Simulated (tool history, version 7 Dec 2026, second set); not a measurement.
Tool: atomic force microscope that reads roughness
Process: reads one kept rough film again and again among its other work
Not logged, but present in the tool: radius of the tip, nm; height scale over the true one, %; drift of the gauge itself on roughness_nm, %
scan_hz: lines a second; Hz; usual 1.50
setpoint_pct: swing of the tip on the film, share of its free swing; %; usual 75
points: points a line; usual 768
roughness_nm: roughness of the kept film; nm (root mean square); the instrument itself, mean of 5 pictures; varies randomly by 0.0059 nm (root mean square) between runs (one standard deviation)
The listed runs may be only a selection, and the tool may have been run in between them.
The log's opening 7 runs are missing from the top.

run	hour	scan_hz	setpoint_pct	points	pictures with this tip	hours of work since the height scale was calibrated	roughness_nm
8	167.6	1.50	70	768	61	99	1.094
9	190.2	1.50	70	768	79	110	1.080
# hour 211.7: new tip fitted
10	212.7	1.50	70	768	1	120	1.075
11	233.3	1.50	75	476	16	129	1.072
12	257.8	1.50	75	476	35	141	1.063
13	286.8	2.14	75	768	58	154	1.056
14	306.2	2.14	75	768	73	163	1.043
15	327.7	1.50	75	768	89	173	1.066
# hour 335.7: new tip fitted
16	358.0	1.50	85	768	17	187	1.041
17	375.4	1.50	85	755	31	195	1.036
18	394.5	1.50	75	430	46	203	1.060
19	426.5	1.50	75	430	70	218	1.068
# hour 459.1: new tip fitted
20	459.7	1.30	78	430	0	233	1.075
21	483.2	1.13	75	398	19	244	1.086
22	514.4	1.13	86	398	43	259	1.051
23	542.4	1.38	65	289	64	272	1.096
24	555.7	0.65	59	452	75	278	1.093
25	576.7	1.18	80	452	91	287	1.059
# hour 582.2: new tip fitted
26	598.3	1.18	80	452	12	297	1.061
27	623.1	1.55	76	499	31	308	1.051
28	652.3	1.69	57	499	54	322	1.096
29	678.4	3.51	70	463	74	334	1.039
30	699.2	1.78	56	257	90	344	1.074
# hour 706.9: new tip fitted
31	729.3	3.90	58	531	17	357	1.072

Branching from run 31: 5 alternative next runs. What would each branch give?
A	745.7	0.56	75	768	29	365	?
B	745.7	0.73	55	531	29	365	?
C	745.7	1.50	64	768	29	365	?
D	745.7	2.51	71	448	29	365	?
E	745.7	2.84	57	925	29	365	?

run	roughness_nm
A	1.089
B	1.114
C	1.085
D	1.049
E	1.092
What these runs would have given with no unlogged condition in the tool:
run	roughness_nm
A	1.090
B	1.116
C	1.086
D	1.051
E	1.093
